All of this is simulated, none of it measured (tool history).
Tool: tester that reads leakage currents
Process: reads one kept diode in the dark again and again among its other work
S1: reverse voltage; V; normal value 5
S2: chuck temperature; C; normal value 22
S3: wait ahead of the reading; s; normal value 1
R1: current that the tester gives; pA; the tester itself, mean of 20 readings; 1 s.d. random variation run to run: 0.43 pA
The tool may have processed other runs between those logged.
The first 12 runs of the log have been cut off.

{"run": 13, "hour": 322.5, "S1": 5, "S2": 22, "S3": 0.7, "R1": 157.27}
{"run": 14, "hour": 349.2, "S1": 1.49, "S2": 22, "S3": 1, "R1": 81.4}
{"run": 15, "hour": 384.6, "S1": 1.49, "S2": 22, "S3": 1, "R1": 81.58}
{"run": 16, "hour": 410.1, "S1": 1.49, "S2": 22, "S3": 1, "R1": 81.71}
{"hour": 420.3, "done": "chuck's temperature calibrated"}
{"run": 17, "hour": 444.9, "S1": 5, "S2": 22, "S3": 1.68, "R1": 148.43}
{"run": 18, "hour": 468.1, "S1": 15.2, "S2": 22, "S3": 1.68, "R1": 279.24}
{"run": 19, "hour": 499.7, "S1": 15.2, "S2": 22, "S3": 1.68, "R1": 278.4}
{"run": 20, "hour": 533.4, "S1": 5, "S2": 20, "S3": 1, "R1": 125.92}
{"run": 21, "hour": 561.3, "S1": 5, "S2": 20, "S3": 1, "R1": 125.69}

Expected results for the next run?
{"run": 22, "hour": 586.0, "S1": 17.91, "S2": 43, "S3": 1, "R1": "?"}

{"run 22": {"R1": 1739.92}}
Minus the tool's unlogged condition, the same run would have read R1 1700.96 pA.

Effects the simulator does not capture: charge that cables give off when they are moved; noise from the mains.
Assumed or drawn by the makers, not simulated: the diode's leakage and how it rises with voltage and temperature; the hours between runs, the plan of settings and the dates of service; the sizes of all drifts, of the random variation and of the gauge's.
